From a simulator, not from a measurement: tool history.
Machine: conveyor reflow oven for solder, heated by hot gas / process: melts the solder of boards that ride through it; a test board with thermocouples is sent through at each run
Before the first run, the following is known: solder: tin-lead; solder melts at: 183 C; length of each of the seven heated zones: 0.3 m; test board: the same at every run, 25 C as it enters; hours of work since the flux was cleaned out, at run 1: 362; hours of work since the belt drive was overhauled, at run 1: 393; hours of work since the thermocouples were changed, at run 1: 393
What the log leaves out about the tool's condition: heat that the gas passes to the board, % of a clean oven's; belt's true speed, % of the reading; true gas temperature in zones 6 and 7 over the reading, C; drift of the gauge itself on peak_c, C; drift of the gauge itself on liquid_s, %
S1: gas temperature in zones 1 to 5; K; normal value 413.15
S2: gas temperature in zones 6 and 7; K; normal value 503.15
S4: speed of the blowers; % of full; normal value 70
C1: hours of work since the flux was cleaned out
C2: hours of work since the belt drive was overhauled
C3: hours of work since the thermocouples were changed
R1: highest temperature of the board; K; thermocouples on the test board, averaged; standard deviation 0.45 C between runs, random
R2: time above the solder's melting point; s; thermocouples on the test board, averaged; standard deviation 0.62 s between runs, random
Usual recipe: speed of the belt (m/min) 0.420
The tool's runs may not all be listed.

{"run": 1, "day": 0.0, "S1": 413.15, "S2": 503.15, "speed of the belt (m/min)": 0.42, "S4": 70, "C1": 362, "C2": 393, "C3": 393, "R1": 484.25, "R2": 58.8}
{"run": 2, "day": 1.621, "S1": 413.15, "S2": 509.15, "speed of the belt (m/min)": 0.42, "S4": 70, "C1": 381, "C2": 413, "C3": 413, "R1": 488.55, "R2": 63.4}
{"run": 3, "day": 3.142, "S1": 413.15, "S2": 509.15, "speed of the belt (m/min)": 0.42, "S4": 70, "C1": 399, "C2": 431, "C3": 431, "R1": 488.45, "R2": 63.4}
{"run": 4, "day": 3.979, "S1": 413.15, "S2": 509.15, "speed of the belt (m/min)": 0.42, "S4": 70, "C1": 409, "C2": 440, "C3": 440, "R1": 489.25, "R2": 64.1}
{"run": 5, "day": 5.008, "S1": 413.15, "S2": 503.15, "speed of the belt (m/min)": 0.42, "S4": 70, "C1": 421, "C2": 453, "C3": 453, "R1": 484.05, "R2": 57.9}
{"run": 6, "day": 5.933, "S1": 413.15, "S2": 503.15, "speed of the belt (m/min)": 0.42, "S4": 70, "C1": 432, "C2": 463, "C3": 463, "R1": 483.35, "R2": 57.4}
{"run": 7, "day": 7.375, "S1": 413.15, "S2": 503.15, "speed of the belt (m/min)": 0.42, "S4": 70, "C1": 449, "C2": 480, "C3": 480, "R1": 483.25, "R2": 57.6}
{"day": 8.533, "done": "flux residue cleaned out of gas plates and filters"}
{"run": 8, "day": 8.754, "S1": 413.15, "S2": 503.15, "speed of the belt (m/min)": 0.42, "S4": 70, "C1": 3, "C2": 494, "C3": 494, "R1": 487.85, "R2": 64.1}
{"run": 9, "day": 9.471, "S1": 413.15, "S2": 510.15, "speed of the belt (m/min)": 0.42, "S4": 70, "C1": 11, "C2": 503, "C3": 503, "R1": 493.95, "R2": 68.1}
{"run": 10, "day": 10.529, "S1": 413.15, "S2": 510.15, "speed of the belt (m/min)": 0.42, "S4": 70, "C1": 24, "C2": 515, "C3": 515, "R1": 494.35, "R2": 68.8}
{"run": 11, "day": 11.688, "S1": 413.15, "S2": 510.15, "speed of the belt (m/min)": 0.42, "S4": 70, "C1": 37, "C2": 529, "C3": 529, "R1": 494.15, "R2": 68.5}
{"run": 12, "day": 13.121, "S1": 413.15, "S2": 510.15, "speed of the belt (m/min)": 0.42, "S4": 70, "C1": 54, "C2": 546, "C3": 546, "R1": 494.15, "R2": 68.4}
{"run": 13, "day": 14.742, "S1": 413.15, "S2": 503.15, "speed of the belt (m/min)": 0.42, "S4": 70, "C1": 73, "C2": 565, "C3": 565, "R1": 487.95, "R2": 63.8}
{"run": 14, "day": 15.617, "S1": 413.15, "S2": 503.15, "speed of the belt (m/min)": 0.42, "S4": 70, "C1": 84, "C2": 575, "C3": 575, "R1": 488.55, "R2": 62.8}
{"run": 15, "day": 17.033, "S1": 413.15, "S2": 503.15, "speed of the belt (m/min)": 0.372, "S4": 70, "C1": 100, "C2": 592, "C3": 592, "R1": 490.75, "R2": 76.9}
{"run": 16, "day": 18.617, "S1": 413.15, "S2": 503.15, "speed of the belt (m/min)": 0.42, "S4": 70, "C1": 119, "C2": 611, "C3": 611, "R1": 487.85, "R2": 62.3}
{"run": 17, "day": 20.212, "S1": 413.15, "S2": 503.15, "speed of the belt (m/min)": 0.42, "S4": 70, "C1": 138, "C2": 629, "C3": 629, "R1": 486.65, "R2": 62.6}
{"run": 18, "day": 21.942, "S1": 411.15, "S2": 505.15, "speed of the belt (m/min)": 0.384, "S4": 68, "C1": 158, "C2": 650, "C3": 650, "R1": 491.35, "R2": 73.3}
{"run": 19, "day": 23.4, "S1": 411.15, "S2": 505.15, "speed of the belt (m/min)": 0.384, "S4": 68, "C1": 175, "C2": 667, "C3": 667, "R1": 491.25, "R2": 71.7}
{"run": 20, "day": 24.646, "S1": 411.15, "S2": 505.15, "speed of the belt (m/min)": 0.384, "S4": 68, "C1": 190, "C2": 682, "C3": 682, "R1": 491.05, "R2": 72.2}
{"run": 21, "day": 25.542, "S1": 416.15, "S2": 512.15, "speed of the belt (m/min)": 0.464, "S4": 66, "C1": 201, "C2": 692, "C3": 692, "R1": 490.55, "R2": 59.6}
{"run": 22, "day": 27.029, "S1": 415.15, "S2": 510.15, "speed of the belt (m/min)": 0.447, "S4": 66, "C1": 218, "C2": 710, "C3": 710, "R1": 490.45, "R2": 61.5}
{"run": 23, "day": 28.321, "S1": 415.15, "S2": 515.15, "speed of the belt (m/min)": 0.447, "S4": 58, "C1": 233, "C2": 725, "C3": 725, "R1": 493.25, "R2": 63.6}
{"run": 24, "day": 29.908, "S1": 413.15, "S2": 503.15, "speed of the belt (m/min)": 0.361, "S4": 70, "C1": 252, "C2": 744, "C3": 744, "R1": 491.35, "R2": 78.5}
{"run": 25, "day": 31.221, "S1": 413.15, "S2": 503.15, "speed of the belt (m/min)": 0.361, "S4": 70, "C1": 267, "C2": 759, "C3": 759, "R1": 492.05, "R2": 77.6}
{"run": 26, "day": 32.808, "S1": 417.15, "S2": 504.15, "speed of the belt (m/min)": 0.392, "S4": 65, "C1": 286, "C2": 778, "C3": 778, "R1": 490.05, "R2": 70.7}
{"run": 27, "day": 34.371, "S1": 413.15, "S2": 503.15, "speed of the belt (m/min)": 0.428, "S4": 72, "C1": 305, "C2": 796, "C3": 796, "R1": 485.95, "R2": 59.6}
{"run": 28, "day": 35.217, "S1": 413.15, "S2": 501.15, "speed of the belt (m/min)": 0.36, "S4": 70, "C1": 315, "C2": 806, "C3": 806, "R1": 489.25, "R2": 76.0}
{"run": 29, "day": 36.1, "S1": 413.15, "S2": 503.15, "speed of the belt (m/min)": 0.435, "S4": 70, "C1": 325, "C2": 817, "C3": 817, "R1": 484.45, "R2": 57.5}
{"run": 30, "day": 36.858, "S1": 413.15, "S2": 503.15, "speed of the belt (m/min)": 0.348, "S4": 87, "C1": 334, "C2": 826, "C3": 826, "R1": 493.85, "R2": 82.9}
{"run": 31, "day": 37.579, "S1": 415.15, "S2": 503.15, "speed of the belt (m/min)": 0.454, "S4": 58, "C1": 342, "C2": 834, "C3": 834, "R1": 481.85, "R2": 51.6}

Each row is a separate what-if for the run after 31, all from the same tool condition, not one after another. Results?
{"run": "A", "day": 38.829, "S1": 415.15, "S2": 503.15, "speed of the belt (m/min)": 0.382, "S4": 58, "C1": 357, "C2": 849, "C3": 849, "R1": "?", "R2": "?"}
{"run": "B", "day": 38.829, "S1": 413.15, "S2": 503.15, "speed of the belt (m/min)": 0.42, "S4": 62, "C1": 357, "C2": 849, "C3": 849, "R1": "?", "R2": "?"}
{"run": "C", "day": 38.829, "S1": 415.15, "S2": 491.15, "speed of the belt (m/min)": 0.454, "S4": 58, "C1": 357, "C2": 849, "C3": 849, "R1": "?", "R2": "?"}

run=A R1=487.65 R2=70.2
run=B R1=485.05 R2=58.8
run=C R1=471.75 R2=38.5
The same runs, with their run-to-run variation unchanged, on a tool lacking any hidden condition would have given:
run=A R1=487.55 R2=69.8
run=B R1=485.45 R2=59.2
run=C R1=472.15 R2=39.8
